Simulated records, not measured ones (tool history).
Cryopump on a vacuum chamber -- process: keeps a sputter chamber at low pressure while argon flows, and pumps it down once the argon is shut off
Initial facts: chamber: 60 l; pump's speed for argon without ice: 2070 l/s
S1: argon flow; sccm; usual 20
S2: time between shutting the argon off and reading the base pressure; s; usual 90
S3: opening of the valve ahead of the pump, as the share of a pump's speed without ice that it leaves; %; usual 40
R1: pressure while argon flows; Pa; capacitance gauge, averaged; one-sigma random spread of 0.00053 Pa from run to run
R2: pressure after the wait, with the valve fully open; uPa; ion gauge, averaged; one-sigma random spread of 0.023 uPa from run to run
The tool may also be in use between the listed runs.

| run | hour | S1 | S2 | S3 | R1 | R2 |
|---|---|---|---|---|---|---|
| 1 | 0 | 20 | 90 | 40 | 0.0405 | 0.91 |
| 2 | 16 | 20 | 90 | 40 | 0.0415 | 0.95 |
| 3 | 28.9 | 20 | 90 | 40 | 0.0415 | 0.93 |
| 4 | 44.3 | 20 | 90 | 40 | 0.0413 | 0.92 |
| 5 | 51.3 | 20 | 90 | 40 | 0.0414 | 0.93 |
| 6 | 62.5 | 20 | 90 | 40 | 0.0414 | 0.94 |
| 7 | 78.6 | 20 | 35 | 40 | 0.0418 | 1.97 |
| 8 | 91.5 | 20 | 35 | 40 | 0.0417 | 1.91 |
| 9 | 99 | 20 | 35 | 40 | 0.0414 | 1.95 |
| 10 | 109.5 | 20 | 35 | 40 | 0.042 | 1.97 |
| 11 | 116.4 | 20 | 35 | 40 | 0.0426 | 2.01 |
| 12 | 123.7 | 20 | 35 | 40 | 0.042 | 1.94 |
| 13 | 131.5 | 20 | 35 | 40 | 0.0419 | 1.92 |
| 14 | 138.7 | 20 | 90 | 40 | 0.0424 | 0.95 |
| 15 | 155 | 20 | 90 | 40 | 0.0423 | 0.95 |
| 16 | 164.7 | 20 | 90 | 40 | 0.042 | 0.92 |
| 17 | 173.6 | 20 | 90 | 40 | 0.0421 | 0.93 |
| 18 | 180.5 | 20 | 32 | 29 | 0.0584 | 2.14 |
| 19 | 190.8 | 20 | 32 | 29 | 0.0572 | 2.11 |
| 20 | 197.8 | 20 | 32 | 29 | 0.0577 | 2.16 |
| 21 | 210.6 | 23 | 24 | 20 | 0.0946 | 2.69 |
| 22 | 226.4 | 20 | 66 | 56 | 0.0301 | 1.19 |
| 23 | 242.4 | 20 | 56 | 40 | 0.0436 | 1.36 |
| 24 | 253.8 | 20 | 56 | 40 | 0.0417 | 1.32 |
| 25 | 264 | 20 | 56 | 40 | 0.0421 | 1.35 |
| 26 | 280.6 | 20 | 130 | 40 | 0.0424 | 0.78 |
| 27 | 295 | 20 | 130 | 40 | 0.0426 | 0.79 |
| 28 | 307.5 | 29 | 90 | 16 | 0.151 | 1 |
| 29 | 318.2 | 8 | 105 | 40 | 0.0168 | 0.86 |
| 30 | 332.5 | 8 | 89 | 26 | 0.0269 | 1 |
| 31 | 347 | 9 | 70 | 17 | 0.0441 | 1.11 |

Hidden state or all else? Some run-to-run changes of R1, split into what the settings, what came in and random variation would give without the hidden state, and what is left for the hidden state (with any gauge scatter that isn't in both results):
Hidden conditions of the tool in this case: pump's speed, % of a pump's without ice; cold plate's temperature, K; leak into the chamber, uPa l/s; drift of the gauge itself on working_pa, %; drift of the gauge itself on base_upa, %.
Run 20 -> 21: S1 20 -> 23, S2 32 -> 24, S3 29 -> 20. R1 +0.0369 Pa: hidden state +0.0003, all else +0.0366.
Run 21 -> 22: S1 23 -> 20, S2 24 -> 66, S3 20 -> 56. R1 -0.0645 Pa: hidden state -0.0001, all else -0.0644.
Run 27 -> 28: S1 20 -> 29, S2 130 -> 90, S3 40 -> 16. R1 +0.1084 Pa: hidden state +0.0008, all else +0.1076.
Run 28 -> 29: S1 29 -> 8, S2 90 -> 105, S3 16 -> 40. R1 -0.1342 Pa: hidden state -0.002, all else -0.1322.
